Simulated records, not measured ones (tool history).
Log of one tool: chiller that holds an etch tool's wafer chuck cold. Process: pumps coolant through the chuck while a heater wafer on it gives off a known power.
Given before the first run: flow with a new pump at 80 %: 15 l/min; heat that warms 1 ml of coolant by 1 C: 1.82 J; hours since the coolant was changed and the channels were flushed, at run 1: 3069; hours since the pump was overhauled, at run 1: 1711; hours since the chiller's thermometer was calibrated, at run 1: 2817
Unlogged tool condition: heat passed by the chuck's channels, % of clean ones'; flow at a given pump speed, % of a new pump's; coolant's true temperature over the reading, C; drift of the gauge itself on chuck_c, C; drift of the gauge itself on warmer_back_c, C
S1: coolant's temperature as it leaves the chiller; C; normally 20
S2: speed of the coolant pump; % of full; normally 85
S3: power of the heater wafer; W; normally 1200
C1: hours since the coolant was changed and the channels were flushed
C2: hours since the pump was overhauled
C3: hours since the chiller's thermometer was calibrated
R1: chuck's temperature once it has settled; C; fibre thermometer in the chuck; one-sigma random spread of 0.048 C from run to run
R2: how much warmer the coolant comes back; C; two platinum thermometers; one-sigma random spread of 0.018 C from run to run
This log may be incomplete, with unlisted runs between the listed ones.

run 1 day=0 | S1=20 S2=85 S3=1200 | C1=3069 C2=1711 C3=2817 | R1=26.96 R2=2.56
run 2 day=3.467 | S1=20 S2=85 S3=1200 | C1=3152 C2=1795 C3=2900 | R1=27.04 R2=2.57
run 3 day=6.621 | S1=20 S2=85 S3=1200 | C1=3228 C2=1870 C3=2976 | R1=27.05 R2=2.59
run 4 day=9.888 | S1=20 S2=85 S3=1200 | C1=3307 C2=1949 C3=3055 | R1=26.94 R2=2.58
run 5 day=15.25 | S1=20 S2=87 S3=1200 | C1=3435 C2=2077 C3=3183 | R1=26.85 R2=2.57
run 6 day=18.9 | S1=20 S2=87 S3=1200 | C1=3523 C2=2165 C3=3271 | R1=26.9 R2=2.53
run 7 day=23.675 | S1=20 S2=85 S3=1200 | C1=3637 C2=2280 C3=3386 | R1=27.12 R2=2.59
run 8 day=26.8 | S1=20 S2=85 S3=1200 | C1=3712 C2=2355 C3=3460 | R1=27.1 R2=2.6
run 9 day=33.662 | S1=20 S2=85 S3=1200 | C1=3877 C2=2519 C3=3625 | R1=27.02 R2=2.65
run 10 day=37.262 | S1=20 S2=85 S3=938 | C1=3964 C2=2606 C3=3712 | R1=25.39 R2=2.08
run 11 day=42.062 | S1=20 S2=85 S3=938 | C1=4079 C2=2721 C3=3827 | R1=25.4 R2=2.09
run 12 day=47.125 | S1=20 S2=91 S3=1200 | C1=4200 C2=2842 C3=3948 | R1=26.7 R2=2.46
run 13 day=51.138 | S1=20 S2=91 S3=1200 | C1=4297 C2=2939 C3=4045 | R1=26.68 R2=2.45
run 14 day=54.083 | S1=20 S2=91 S3=1200 | C1=4367 C2=3009 C3=4115 | R1=26.74 R2=2.47
run 15 day=60.067 | S1=20 S2=91 S3=1200 | C1=4511 C2=3153 C3=4259 | R1=26.78 R2=2.51
-- day=64.346 coolant changed, channels flushed
run 16 day=66.738 | S1=20 S2=91 S3=1200 | C1=57 C2=3307 C3=4413 | R1=25.95 R2=2.47
run 17 day=69.725 | S1=20 S2=85 S3=1669 | C1=129 C2=3379 C3=4485 | R1=29.13 R2=3.73
run 18 day=74.621 | S1=17 S2=85 S3=1480 | C1=247 C2=3496 C3=4602 | R1=24.95 R2=3.32
-- day=79.138 chiller's thermometer calibrated
run 19 day=80.479 | S1=18 S2=100 S3=1102 | C1=386 C2=3636 C3=32 | R1=23.7 R2=2.1
run 20 day=85.929 | S1=24 S2=85 S3=1796 | C1=517 C2=3767 C3=163 | R1=34.71 R2=4.04
run 21 day=92.017 | S1=24 S2=94 S3=1237 | C1=663 C2=3913 C3=309 | R1=30.72 R2=2.52
run 22 day=97.671 | S1=24 S2=94 S3=1237 | C1=799 C2=4049 C3=445 | R1=30.71 R2=2.55
run 23 day=102.567 | S1=20 S2=72 S3=1475 | C1=916 C2=4166 C3=562 | R1=30.33 R2=3.93
run 24 day=108.242 | S1=15 S2=70 S3=1673 | C1=1053 C2=4302 C3=698 | R1=27.07 R2=4.62
run 25 day=113.762 | S1=11 S2=85 S3=1200 | C1=1185 C2=4435 C3=831 | R1=18.18 R2=2.74
run 26 day=118.088 | S1=13 S2=85 S3=1032 | C1=1289 C2=4538 C3=935 | R1=19.15 R2=2.35
run 27 day=122.946 | S1=14 S2=82 S3=1200 | C1=1405 C2=4655 C3=1051 | R1=21.48 R2=2.87
run 28 day=126.65 | S1=13 S2=85 S3=880 | C1=1494 C2=4744 C3=1140 | R1=18.26 R2=2.02
run 29 day=131.275 | S1=11 S2=85 S3=1257 | C1=1605 C2=4855 C3=1251 | R1=18.67 R2=2.92
run 30 day=135.85 | S1=11 S2=85 S3=1257 | C1=1715 C2=4965 C3=1361 | R1=18.64 R2=2.93
run 31 day=141.525 | S1=14 S2=76 S3=1000 | C1=1851 C2=5101 C3=1497 | R1=20.7 R2=2.59
run 32 day=146.658 | S1=11 S2=65 S3=661 | C1=1975 C2=5224 C3=1621 | R1=15.99 R2=2.02

3 options for the next run, each taken on its own from the tool as it stands now. Forecast them:
run A day=153.321 | S1=24 S2=78 S3=1433 | C1=2134 C2=5384 C3=1780 | R1=? R2=?
run B day=153.321 | S1=11 S2=84 S3=661 | C1=2134 C2=5384 C3=1780 | R1=? R2=?
run C day=153.321 | S1=23 S2=77 S3=787 | C1=2134 C2=5384 C3=1780 | R1=? R2=?

run=A R1=33.64 R2=3.64
run=B R1=14.93 R2=1.57
run=C R1=28.16 R2=2.02
With no hidden state in the tool, these same runs would have given:
run=A R1=32.56 R2=3.2
run=B R1=14.7 R2=1.38
run=C R1=27.74 R2=1.77
